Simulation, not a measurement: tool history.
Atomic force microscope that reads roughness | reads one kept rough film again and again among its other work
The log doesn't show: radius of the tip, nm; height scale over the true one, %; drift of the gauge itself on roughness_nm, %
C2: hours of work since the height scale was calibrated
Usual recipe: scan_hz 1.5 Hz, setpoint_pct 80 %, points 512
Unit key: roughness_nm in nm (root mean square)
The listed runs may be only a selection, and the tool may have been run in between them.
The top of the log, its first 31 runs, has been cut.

{"run": 32, "hour": 249.7, "scan_hz": 1.97, "setpoint_pct": 86, "points": 791, "pictures with this tip": 175, "C2": 24, "roughness_nm": 2.689}
{"run": 33, "hour": 254.8, "scan_hz": 2.89, "setpoint_pct": 86, "points": 378, "pictures with this tip": 181, "C2": 28, "roughness_nm": 2.564}
{"run": 34, "hour": 260.9, "scan_hz": 2.89, "setpoint_pct": 86, "points": 378, "pictures with this tip": 188, "C2": 32, "roughness_nm": 2.55}
{"run": 35, "hour": 271.1, "scan_hz": 1.5, "setpoint_pct": 62, "points": 512, "pictures with this tip": 201, "C2": 39, "roughness_nm": 2.905}
{"run": 36, "hour": 278.2, "scan_hz": 1.5, "setpoint_pct": 62, "points": 512, "pictures with this tip": 209, "C2": 43, "roughness_nm": 2.887}
{"run": 37, "hour": 283.2, "scan_hz": 1.5, "setpoint_pct": 62, "points": 512, "pictures with this tip": 215, "C2": 47, "roughness_nm": 2.894}
{"run": 38, "hour": 288.7, "scan_hz": 3.22, "setpoint_pct": 80, "points": 932, "pictures with this tip": 222, "C2": 50, "roughness_nm": 2.602}
{"run": 39, "hour": 296.3, "scan_hz": 3.22, "setpoint_pct": 80, "points": 932, "pictures with this tip": 231, "C2": 56, "roughness_nm": 2.607}
{"run": 40, "hour": 302.3, "scan_hz": 1.18, "setpoint_pct": 80, "points": 932, "pictures with this tip": 238, "C2": 60, "roughness_nm": 2.806}
{"run": 41, "hour": 310.2, "scan_hz": 1.18, "setpoint_pct": 80, "points": 932, "pictures with this tip": 248, "C2": 65, "roughness_nm": 2.802}
{"run": 42, "hour": 316.7, "scan_hz": 2.31, "setpoint_pct": 80, "points": 932, "pictures with this tip": 256, "C2": 69, "roughness_nm": 2.674}
{"run": 43, "hour": 324.7, "scan_hz": 1.37, "setpoint_pct": 73, "points": 512, "pictures with this tip": 266, "C2": 75, "roughness_nm": 2.833}

3 ways to go on from here, each from the tool as it stands after run 43. What would each give?
{"run": "A", "hour": 332.9, "scan_hz": 1.37, "setpoint_pct": 62, "points": 512, "pictures with this tip": 275, "C2": 80, "roughness_nm": "?"}
{"run": "B", "hour": 332.9, "scan_hz": 2.26, "setpoint_pct": 87, "points": 512, "pictures with this tip": 275, "C2": 80, "roughness_nm": "?"}
{"run": "C", "hour": 332.9, "scan_hz": 1.5, "setpoint_pct": 84, "points": 614, "pictures with this tip": 275, "C2": 80, "roughness_nm": "?"}

run=A roughness_nm=2.858
run=B roughness_nm=2.592
run=C roughness_nm=2.714
The same runs, with their run-to-run variation unchanged, on a tool lacking any hidden condition would have given:
run=A roughness_nm=3.019
run=B roughness_nm=2.738
run=C roughness_nm=2.866
